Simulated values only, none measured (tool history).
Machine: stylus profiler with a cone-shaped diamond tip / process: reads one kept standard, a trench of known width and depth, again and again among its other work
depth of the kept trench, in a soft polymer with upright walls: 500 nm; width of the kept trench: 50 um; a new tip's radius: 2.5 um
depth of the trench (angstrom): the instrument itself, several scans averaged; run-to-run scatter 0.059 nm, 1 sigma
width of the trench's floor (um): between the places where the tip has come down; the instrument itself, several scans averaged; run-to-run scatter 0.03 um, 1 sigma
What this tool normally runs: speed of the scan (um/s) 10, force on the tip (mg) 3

| run | hour | speed of the scan (um/s) | force on the tip (mg) | depth of the trench (angstrom) | width of the trench's floor (um) |
|---|---|---|---|---|---|
| 1 | 0 | 10 | 3 | 5094.3 | 45.04 |
| 2 | 44.1 | 25 | 3 | 5094.1 | 44.99 |
| 3 | 102.5 | 11 | 3 | 5094.7 | 44.98 |
| 4 | 189.8 | 7 | 3 | 5095.7 | 44.99 |
| 5 | 236.6 | 10 | 7.6 | 5168.5 | 44.91 |
| 6 | 318.7 | 10 | 3 | 5097 | 44.92 |
| 7 | 413.1 | 10 | 3 | 5095.3 | 44.87 |
| 8 | 503.4 | 10 | 7.16 | 5164.7 | 44.85 |
| 9 | 584.6 | 10 | 7.16 | 5165 | 44.85 |
| 10 | 650.2 | 5 | 3 | 5098.6 | 44.84 |
| 11 | 723.5 | 5 | 3 | 5097.7 | 44.78 |
| 12 | 816.5 | 5 | 3 | 5098.5 | 44.76 |
| 13 | 907.9 | 5 | 3 | 5099.4 | 44.69 |
| 14 | 1002.1 | 4 | 3 | 5100.7 | 44.7 |
| 15 | 1046.9 | 4 | 3 | 5100.6 | 44.67 |
| 16 | 1093 | 3 | 3 | 5100.9 | 44.67 |
| 17 | 1152.6 | 3 | 1.69 | 5073.6 | 44.63 |
|  | 1209.2 | height scale calibrated on a step standard |
| 18 | 1239.2 | 3 | 1.69 | 5057 | 44.57 |
| 19 | 1312.1 | 3 | 1.69 | 5058.3 | 44.58 |
| 20 | 1370.4 | 10 | 1.38 | 5050.1 | 44.49 |
| 21 | 1446.1 | 10 | 1.38 | 5050.3 | 44.51 |
| 22 | 1501.5 | 27 | 3 | 5085.2 | 44.47 |
| 23 | 1605 | 10 | 7.15 | 5153.3 | 44.46 |
| 24 | 1708.3 | 10 | 7.15 | 5154.6 | 44.43 |
| 25 | 1811.3 | 2 | 7.64 | 5160.5 | 44.44 |
| 26 | 1890.5 | 19 | 7.64 | 5161.7 | 44.37 |
| 27 | 1980 | 19 | 5.65 | 5132.9 | 44.31 |
| 28 | 2071.5 | 19 | 4.18 | 5108.6 | 44.26 |
| 29 | 2151.1 | 8 | 4.77 | 5119.2 | 44.31 |
| 30 | 2212 | 20 | 2.65 | 5083.3 | 44.23 |
| 31 | 2274.1 | 26 | 1.24 | 5051.8 | 44.09 |
| 32 | 2322.9 | 26 | 1.24 | 5052.9 | 44.11 |
| 33 | 2384.1 | 27 | 2.82 | 5088.2 | 44.14 |
| 34 | 2486.4 | 2 | 2.82 | 5087 | 44.18 |
|  | 2510.6 | new tip fitted, height scale calibrated |
| 35 | 2555.8 | 8 | 5.46 | 5126.2 | 46.93 |
| 36 | 2613.5 | 8 | 3.05 | 5085.9 | 46.86 |
| 37 | 2712.3 | 26 | 3.26 | 5089.3 | 46.76 |
| 38 | 2772.3 | 24 | 3.26 | 5089.9 | 46.69 |
| 39 | 2865 | 4 | 2.07 | 5066.1 | 46.71 |
| 40 | 2913.2 | 6 | 3.62 | 5097.9 | 46.61 |
| 41 | 2969.4 | 8 | 1.04 | 5044 | 46.65 |
| 42 | 3048.4 | 4 | 1.27 | 5049.4 | 46.6 |
| 43 | 3144.9 | 2 | 3.05 | 5089.1 | 46.54 |
| 44 | 3217.4 | 25 | 5.56 | 5132 | 46.42 |
| 45 | 3322.7 | 25 | 5.56 | 5131.1 | 46.38 |

Alternative continuations, all from the tool just after run 45; predict every row:
| A | 3421.1 | 10 | 1.39 | ? | ? |
| B | 3421.1 | 9 | 1.89 | ? | ? |
| C | 3421.1 | 5 | 3 | ? | ? |
| D | 3421.1 | 3 | 1.06 | ? | ? |
| E | 3421.1 | 8 | 4.81 | ? | ? |

| run | depth of the trench (angstrom) | width of the trench's floor (um) |
|---|---|---|
| A | 5056.7 | 46.4 |
| B | 5066.1 | 46.41 |
| C | 5089.8 | 46.38 |
| D | 5047.1 | 46.39 |
| E | 5120.6 | 46.37 |
What these runs would have given with no unlogged condition in the tool:
| run | depth of the trench (angstrom) | width of the trench's floor (um) |
|---|---|---|
| A | 5052.2 | 46.98 |
| B | 5061.6 | 47 |
| C | 5085.3 | 46.96 |
| D | 5042.7 | 46.97 |
| E | 5116 | 46.95 |
